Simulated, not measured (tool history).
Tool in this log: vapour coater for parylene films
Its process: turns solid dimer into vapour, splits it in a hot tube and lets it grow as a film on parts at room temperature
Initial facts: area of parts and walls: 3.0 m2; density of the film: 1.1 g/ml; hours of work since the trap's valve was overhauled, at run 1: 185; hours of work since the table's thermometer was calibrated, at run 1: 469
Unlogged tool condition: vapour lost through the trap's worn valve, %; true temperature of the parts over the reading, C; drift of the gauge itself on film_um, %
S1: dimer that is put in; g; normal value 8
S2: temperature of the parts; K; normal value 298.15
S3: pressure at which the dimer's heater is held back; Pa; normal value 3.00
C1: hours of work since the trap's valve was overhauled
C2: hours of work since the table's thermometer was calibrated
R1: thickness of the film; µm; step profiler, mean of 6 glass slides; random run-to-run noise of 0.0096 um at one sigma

run     day  S1      S2     S3   C1   C2     R1
  1   0.000   8  298.15   3.00  185  469  1.295
  2   1.304   8  298.15   3.00  197  482  1.288
  3   2.542   8  290.15   3.00  209  494  1.599
  4   3.308   4  290.15   3.00  216  501  0.794
  5   3.996   4  298.15   3.00  223  508  0.630
  6   5.192   8  298.15   2.30  235  519  1.314
  7   6.488   7  298.15   3.00  247  532  1.123
  8   7.454   7  298.15   3.00  256  541  1.106
  9   8.175   8  298.15   6.71  263  548  1.177
 10   9.042   5  299.15   9.26  272  557  0.677
 11  10.004   5  300.15   9.26  281  566  0.653
 12  10.729   5  294.15   9.26  288  573  0.776
 13  11.704   5  294.15   9.26  297  582  0.764
 14  12.521   6  296.15  11.62  305  590  0.861
 15  13.167  11  302.15   3.00  312  596  1.479
 16  14.079   8  305.15   9.09  320  605  0.894

Below, each run's measurement less what the same run would have read without the hidden state. Both values contain the same run-to-run variation, but the gauge's scatter may not be the same in both:
run      R1
  1  -0.082
  2  -0.087
  3  -0.117
  4  -0.061
  5  -0.050
  6  -0.109
  7  -0.098
  8  -0.102
  9  -0.111
 10  -0.068
 11  -0.068
 12  -0.085
 13  -0.087
 14  -0.099
 15  -0.177
 16  -0.110

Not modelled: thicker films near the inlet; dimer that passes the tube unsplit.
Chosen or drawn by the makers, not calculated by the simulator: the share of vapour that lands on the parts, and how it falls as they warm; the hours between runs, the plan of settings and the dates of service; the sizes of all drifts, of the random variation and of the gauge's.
